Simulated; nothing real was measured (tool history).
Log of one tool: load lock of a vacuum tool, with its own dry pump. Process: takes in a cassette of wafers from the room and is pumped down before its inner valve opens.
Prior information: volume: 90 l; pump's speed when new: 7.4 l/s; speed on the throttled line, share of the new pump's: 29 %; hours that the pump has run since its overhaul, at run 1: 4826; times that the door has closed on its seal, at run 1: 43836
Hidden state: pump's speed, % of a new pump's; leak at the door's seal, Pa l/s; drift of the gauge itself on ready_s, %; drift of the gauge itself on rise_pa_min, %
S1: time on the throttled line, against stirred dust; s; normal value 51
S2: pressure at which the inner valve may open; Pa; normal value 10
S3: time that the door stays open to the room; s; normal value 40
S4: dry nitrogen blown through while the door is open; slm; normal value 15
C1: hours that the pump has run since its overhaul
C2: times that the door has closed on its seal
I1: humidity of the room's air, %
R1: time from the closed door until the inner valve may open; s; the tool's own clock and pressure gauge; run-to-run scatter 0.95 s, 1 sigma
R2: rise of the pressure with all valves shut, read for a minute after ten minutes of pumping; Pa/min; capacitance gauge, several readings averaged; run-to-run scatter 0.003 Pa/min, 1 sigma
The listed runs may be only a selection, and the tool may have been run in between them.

{"run": 1, "hour": 0.0, "S1": 51, "S2": 10, "S3": 40, "S4": 15, "C1": 4826, "C2": 43836, "I1": 42.9, "R1": 163.5, "R2": 0.205}
{"run": 2, "hour": 193.4, "S1": 51, "S2": 10, "S3": 40, "S4": 27, "C1": 5019, "C2": 44667, "I1": 47.6, "R1": 164.9, "R2": 0.209}
{"run": 3, "hour": 359.9, "S1": 51, "S2": 10, "S3": 40, "S4": 15, "C1": 5185, "C2": 45383, "I1": 46.9, "R1": 165.1, "R2": 0.214}
{"run": 4, "hour": 512.9, "S1": 31, "S2": 10, "S3": 40, "S4": 15, "C1": 5339, "C2": 46041, "I1": 41.1, "R1": 152.1, "R2": 0.216}
{"run": 5, "hour": 704.2, "S1": 31, "S2": 10, "S3": 40, "S4": 15, "C1": 5530, "C2": 46864, "I1": 42.5, "R1": 152.7, "R2": 0.22}
{"run": 6, "hour": 889.8, "S1": 31, "S2": 7, "S3": 40, "S4": 15, "C1": 5715, "C2": 47662, "I1": 45.2, "R1": 159.8, "R2": 0.222}
{"run": 7, "hour": 1035.9, "S1": 51, "S2": 10, "S3": 40, "S4": 15, "C1": 5862, "C2": 48290, "I1": 47.7, "R1": 168.3, "R2": 0.235}
{"run": 8, "hour": 1255.7, "S1": 51, "S2": 10, "S3": 25, "S4": 15, "C1": 6081, "C2": 49235, "I1": 42.7, "R1": 169.9, "R2": 0.241}
{"run": 9, "hour": 1395.4, "S1": 51, "S2": 10, "S3": 40, "S4": 15, "C1": 6221, "C2": 49836, "I1": 48.7, "R1": 168.0, "R2": 0.247}
{"run": 10, "hour": 1528.6, "S1": 51, "S2": 10, "S3": 40, "S4": 15, "C1": 6354, "C2": 50409, "I1": 47.0, "R1": 168.4, "R2": 0.245}
{"run": 11, "hour": 1660.4, "S1": 51, "S2": 10, "S3": 40, "S4": 15, "C1": 6486, "C2": 50976, "I1": 44.7, "R1": 169.3, "R2": 0.254}
{"run": 12, "hour": 1878.5, "S1": 51, "S2": 19, "S3": 40, "S4": 15, "C1": 6704, "C2": 51914, "I1": 45.6, "R1": 160.7, "R2": 0.262}
{"run": 13, "hour": 2010.4, "S1": 51, "S2": 19, "S3": 40, "S4": 15, "C1": 6836, "C2": 52481, "I1": 45.8, "R1": 160.6, "R2": 0.271}
{"run": 14, "hour": 2241.7, "S1": 51, "S2": 19, "S3": 40, "S4": 15, "C1": 7067, "C2": 53476, "I1": 43.1, "R1": 161.1, "R2": 0.278}
{"run": 15, "hour": 2467.3, "S1": 51, "S2": 10, "S3": 35, "S4": 15, "C1": 7293, "C2": 54446, "I1": 45.0, "R1": 173.1, "R2": 0.28}
{"run": 16, "hour": 2678.7, "S1": 51, "S2": 10, "S3": 35, "S4": 15, "C1": 7504, "C2": 55355, "I1": 44.1, "R1": 172.5, "R2": 0.284}
{"run": 17, "hour": 2802.4, "S1": 51, "S2": 10, "S3": 35, "S4": 15, "C1": 7628, "C2": 55887, "I1": 44.4, "R1": 174.1, "R2": 0.292}
{"run": 18, "hour": 2966.8, "S1": 51, "S2": 10, "S3": 35, "S4": 15, "C1": 7792, "C2": 56594, "I1": 42.1, "R1": 175.4, "R2": 0.305}
{"run": 19, "hour": 3108.0, "S1": 27, "S2": 10, "S3": 57, "S4": 37, "C1": 7934, "C2": 57201, "I1": 45.3, "R1": 160.2, "R2": 0.305}
{"run": 20, "hour": 3362.5, "S1": 50, "S2": 10, "S3": 57, "S4": 21, "C1": 8188, "C2": 58296, "I1": 47.2, "R1": 175.9, "R2": 0.32}
{"run": 21, "hour": 3550.8, "S1": 29, "S2": 10, "S3": 57, "S4": 11, "C1": 8376, "C2": 59106, "I1": 43.7, "R1": 162.6, "R2": 0.319}
{"run": 22, "hour": 3707.5, "S1": 29, "S2": 10, "S3": 57, "S4": 11, "C1": 8533, "C2": 59779, "I1": 43.2, "R1": 163.9, "R2": 0.328}
{"run": 23, "hour": 3925.4, "S1": 29, "S2": 10, "S3": 57, "S4": 11, "C1": 8751, "C2": 60716, "I1": 43.9, "R1": 164.3, "R2": 0.332}
{"run": 24, "hour": 4153.6, "S1": 29, "S2": 10, "S3": 57, "S4": 11, "C1": 8979, "C2": 61698, "I1": 44.2, "R1": 167.4, "R2": 0.339}
{"run": 25, "hour": 4295.2, "S1": 45, "S2": 10, "S3": 40, "S4": 15, "C1": 9121, "C2": 62307, "I1": 43.9, "R1": 177.4, "R2": 0.346}
{"run": 26, "hour": 4451.0, "S1": 45, "S2": 10, "S3": 40, "S4": 15, "C1": 9277, "C2": 62977, "I1": 47.3, "R1": 175.2, "R2": 0.36}
{"run": 27, "hour": 4702.8, "S1": 51, "S2": 10, "S3": 77, "S4": 15, "C1": 9528, "C2": 64060, "I1": 46.6, "R1": 180.7, "R2": 0.369}
{"run": 28, "hour": 4879.3, "S1": 47, "S2": 10, "S3": 77, "S4": 15, "C1": 9705, "C2": 64819, "I1": 46.4, "R1": 180.1, "R2": 0.375}
{"run": 29, "hour": 5064.2, "S1": 47, "S2": 10, "S3": 77, "S4": 15, "C1": 9890, "C2": 65614, "I1": 46.3, "R1": 182.0, "R2": 0.382}
{"run": 30, "hour": 5237.1, "S1": 37, "S2": 7, "S3": 32, "S4": 6, "C1": 10063, "C2": 66357, "I1": 42.1, "R1": 183.8, "R2": 0.376}
{"run": 31, "hour": 5466.7, "S1": 51, "S2": 10, "S3": 95, "S4": 15, "C1": 10292, "C2": 67345, "I1": 42.8, "R1": 186.8, "R2": 0.401}
{"hour": 5575.5, "done": "dry pump taken out, an overhauled one fitted"}
{"run": 32, "hour": 5614.4, "S1": 51, "S2": 10, "S3": 95, "S4": 15, "C1": 39, "C2": 67954, "I1": 47.5, "R1": 149.4, "R2": 0.421}
{"run": 33, "hour": 5743.1, "S1": 51, "S2": 10, "S3": 95, "S4": 15, "C1": 168, "C2": 68507, "I1": 43.2, "R1": 150.5, "R2": 0.413}
{"run": 34, "hour": 5906.7, "S1": 51, "S2": 10, "S3": 95, "S4": 15, "C1": 331, "C2": 69211, "I1": 42.7, "R1": 149.5, "R2": 0.416}
{"run": 35, "hour": 6064.4, "S1": 80, "S2": 10, "S3": 95, "S4": 9, "C1": 489, "C2": 69889, "I1": 43.7, "R1": 171.4, "R2": 0.424}
{"run": 36, "hour": 6327.2, "S1": 80, "S2": 11, "S3": 95, "S4": 9, "C1": 752, "C2": 71019, "I1": 45.5, "R1": 169.8, "R2": 0.441}

Branching from run 36: 5 alternative next runs. What would each branch give?
{"run": "A", "hour": 6594.9, "S1": 29, "S2": 10, "S3": 40, "S4": 15, "C1": 1019, "C2": 72171, "I1": 46.5, "R1": "?", "R2": "?"}
{"run": "B", "hour": 6594.9, "S1": 61, "S2": 8, "S3": 37, "S4": 9, "C1": 1019, "C2": 72171, "I1": 43.7, "R1": "?", "R2": "?"}
{"run": "C", "hour": 6594.9, "S1": 80, "S2": 17, "S3": 148, "S4": 9, "C1": 1019, "C2": 72171, "I1": 43.1, "R1": "?", "R2": "?"}
{"run": "D", "hour": 6594.9, "S1": 51, "S2": 10, "S3": 40, "S4": 5, "C1": 1019, "C2": 72171, "I1": 46.3, "R1": "?", "R2": "?"}
{"run": "E", "hour": 6594.9, "S1": 51, "S2": 10, "S3": 34, "S4": 15, "C1": 1019, "C2": 72171, "I1": 44.1, "R1": "?", "R2": "?"}

run=A R1=137.6 R2=0.445
run=B R1=164.6 R2=0.441
run=C R1=164.3 R2=0.461
run=D R1=153.9 R2=0.437
run=E R1=151.4 R2=0.445
The same runs, with their run-to-run variation unchanged, on a tool lacking any hidden condition would have given:
run=A R1=134.0 R2=0.013
run=B R1=161.1 R2=0.019
run=C R1=161.7 R2=0.035
run=D R1=150.5 R2=0.014
run=E R1=148.0 R2=0.014

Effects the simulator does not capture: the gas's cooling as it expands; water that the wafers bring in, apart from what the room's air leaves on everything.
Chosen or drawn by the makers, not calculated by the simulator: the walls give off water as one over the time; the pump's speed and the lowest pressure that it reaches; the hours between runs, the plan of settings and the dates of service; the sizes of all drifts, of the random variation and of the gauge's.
